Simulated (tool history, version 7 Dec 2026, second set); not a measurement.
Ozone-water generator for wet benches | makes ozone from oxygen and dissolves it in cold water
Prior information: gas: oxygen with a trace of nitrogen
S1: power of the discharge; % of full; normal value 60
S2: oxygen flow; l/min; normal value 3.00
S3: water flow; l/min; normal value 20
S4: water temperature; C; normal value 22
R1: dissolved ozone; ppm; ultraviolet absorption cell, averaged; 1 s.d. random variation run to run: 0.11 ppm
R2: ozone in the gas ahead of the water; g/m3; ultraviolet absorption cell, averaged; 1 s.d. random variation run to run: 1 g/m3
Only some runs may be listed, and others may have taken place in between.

run	hour	S1	S2	S3	S4	R1	R2
1	0.0	60	3.00	20	22	10.1	173.4
2	147.6	60	3.00	20	22	10.1	173.2
3	299.8	60	3.00	13	22	14.3	173.8
4	505.5	60	3.00	13	22	14.1	173.1
# hour 702.6: water thermometer calibrated
5	702.6	60	3.00	13	22	14.1	174.3
6	899.8	60	3.31	13	22	14.4	166.4
7	1047.7	60	3.31	13	22	14.0	164.9
8	1191.9	60	3.00	20	17	10.4	172.6
9	1339.9	60	4.65	20	22	10.7	144.0
10	1513.5	60	4.65	20	22	10.6	142.9
11	1631.2	60	4.65	20	22	10.6	142.0
12	1751.3	60	3.00	20	22	10.0	172.9
13	1882.5	60	3.00	29	22	6.9	172.7
14	2009.2	60	2.41	20	22	9.4	188.9
15	2097.2	60	2.41	20	22	9.5	190.5
16	2287.1	60	3.00	17	19	12.1	172.9
17	2493.8	49	4.00	16	22	10.3	126.1
18	2645.9	81	3.87	16	18	17.5	206.1
19	2854.0	62	2.85	20	22	10.0	182.3
20	3040.6	80	3.00	20	15	13.8	227.2
21	3136.3	80	3.00	20	15	14.0	225.2
22	3253.8	60	3.00	24	22	8.4	173.9
23	3459.4	60	2.04	20	22	9.1	204.7
24	3556.5	60	2.93	19	14	11.2	175.0
# hour 3652.4: contactor cleaned
25	3655.2	60	3.56	21	14	10.6	159.9
26	3837.1	60	3.56	20	14	11.3	160.2
27	3971.8	87	1.96	20	23	12.5	295.8

Below are 5 alternative next runs, each starting from the tool's condition after run 27. Predict each:
A	4177.0	60	3.00	20	22	?	?
B	4177.0	87	1.96	21	23	?	?
C	4177.0	95	1.96	20	20	?	?
D	4177.0	82	4.78	32	23	?	?
E	4177.0	40	3.41	19	22	?	?

run	R1	R2
A	10.2	173.4
B	11.9	293.8
C	13.9	316.4
D	9.7	187.6
E	7.4	112.7
Stripped of hidden state, with their random variation kept, the same runs would have yielded:
run	R1	R2
A	10.2	174.0
B	12.0	295.2
C	13.9	318.0
D	9.7	188.4
E	7.4	112.9
